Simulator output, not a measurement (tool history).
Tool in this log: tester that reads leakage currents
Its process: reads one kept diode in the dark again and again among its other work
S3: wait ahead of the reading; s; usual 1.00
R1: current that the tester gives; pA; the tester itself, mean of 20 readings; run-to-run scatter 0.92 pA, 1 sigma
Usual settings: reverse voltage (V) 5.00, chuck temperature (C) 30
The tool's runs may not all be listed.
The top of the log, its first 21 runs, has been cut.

Run 22, hour 486.9: usual settings but reverse voltage (V) 2.46, chuck temperature (C) 35. Result: R1 359.31 pA.
Run 23, hour 517.0: usual settings but reverse voltage (V) 2.46, chuck temperature (C) 35. Result: R1 363.06 pA.
Run 24, hour 540.3: usual settings but reverse voltage (V) 12.81, chuck temperature (C) 23. Result: R1 328.97 pA.
Run 25, hour 558.2: usual settings but reverse voltage (V) 12.81, chuck temperature (C) 23. Result: R1 331.98 pA.
Run 26, hour 581.9: usual settings but reverse voltage (V) 12.81, chuck temperature (C) 23. Result: R1 332.52 pA.
Run 27, hour 600.4: usual settings but reverse voltage (V) 1.37, chuck temperature (C) 33, S3 0.79 s. Result: R1 217.58 pA.
Run 28, hour 618.6: usual settings but reverse voltage (V) 1.37, chuck temperature (C) 33, S3 0.79 s. Result: R1 220.03 pA.
Run 29, hour 635.0: usual settings but reverse voltage (V) 3.51, chuck temperature (C) 34, S3 1.29 s. Result: R1 415.76 pA.
Run 30, hour 650.1: usual settings but reverse voltage (V) 1.06, chuck temperature (C) 34. Result: R1 207.93 pA.
Run 31, hour 669.5: usual settings but reverse voltage (V) 1.06, chuck temperature (C) 21. Result: R1 63.52 pA.
Run 32, hour 700.4: usual settings but reverse voltage (V) 1.06, chuck temperature (C) 21. Result: R1 64.46 pA.
Run 33, hour 715.5: usual settings but reverse voltage (V) 2.85, chuck temperature (C) 53, S3 0.58 s. Result: R1 1797.46 pA.
Run 34, hour 730.1: usual settings but reverse voltage (V) 1.77, chuck temperature (C) 29. Result: R1 181.78 pA.
Run 35, hour 748.2: usual settings but reverse voltage (V) 5.21, chuck temperature (C) 36, S3 2.45 s. Result: R1 638.34 pA.
Run 36, hour 768.0: usual settings but reverse voltage (V) 5.21, chuck temperature (C) 36, S3 2.45 s. Result: R1 636.38 pA.
At hour 798.4: chuck's temperature calibrated.
Run 37, hour 798.5: usual settings but reverse voltage (V) 5.21, chuck temperature (C) 36, S3 2.45 s. Result: R1 535.63 pA.

Consider 5 possible next runs. They are alternatives, not a sequence: every one starts from the tool as it was left by run 37. What does each give?
Run A, hour 825.9: usual settings but reverse voltage (V) 5.21, chuck temperature (C) 24, S3 2.45 s. Result: R1 ?.
Run B, hour 825.9: usual settings but reverse voltage (V) 1.70, S3 0.40 s. Result: R1 ?.
Run C, hour 825.9: usual settings but reverse voltage (V) 17.30, chuck temperature (C) 45, S3 3.13 s. Result: R1 ?.
Run D, hour 825.9: usual settings but reverse voltage (V) 5.21, chuck temperature (C) 21, S3 5.09 s. Result: R1 ?.
Run E, hour 825.9: usual settings but reverse voltage (V) 1.62, chuck temperature (C) 36, S3 2.45 s. Result: R1 ?.

run       R1
  A   184.10
  B   164.27
  C  2333.61
  D   138.44
  E   270.89
With the hidden condition removed and each run's random variation left untouched, the same runs would have given:
run       R1
  A   178.93
  B   162.14
  C  2308.76
  D   133.48
  E   268.36
